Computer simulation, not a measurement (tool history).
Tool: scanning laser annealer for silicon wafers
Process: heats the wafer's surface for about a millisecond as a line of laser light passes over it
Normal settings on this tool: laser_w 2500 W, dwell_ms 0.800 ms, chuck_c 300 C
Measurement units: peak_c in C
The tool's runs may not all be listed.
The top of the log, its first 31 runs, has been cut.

run,hour,laser_w,dwell_ms,chuck_c,peak_c
32,1096.2,2163,0.800,300,918
33,1143.4,2179,0.893,300,951
34,1176.4,2500,0.835,300,1053
35,1210.4,2495,0.895,283,1055
36,1231.9,2459,0.800,262,982
37,1265.8,2500,0.677,273,950
38,1288.1,2602,0.677,273,988
39,1336.5,2602,0.677,273,984
40,1369.4,2602,0.677,273,984

5 ways to go on from here, each from the tool as it stands after run 40. What would each give?
A,1389.6,2330,0.800,300,?
B,1389.6,2196,0.569,273,?
C,1389.6,2612,0.915,273,?
D,1389.6,2668,0.677,266,?
E,1389.6,2500,0.800,321,?

run,peak_c
A,966
B,801
C,1090
D,999
E,1048
Stripped of hidden state, with their random variation kept, the same runs would have yielded:
run,peak_c
A,1019
B,844
C,1155
D,1057
E,1106

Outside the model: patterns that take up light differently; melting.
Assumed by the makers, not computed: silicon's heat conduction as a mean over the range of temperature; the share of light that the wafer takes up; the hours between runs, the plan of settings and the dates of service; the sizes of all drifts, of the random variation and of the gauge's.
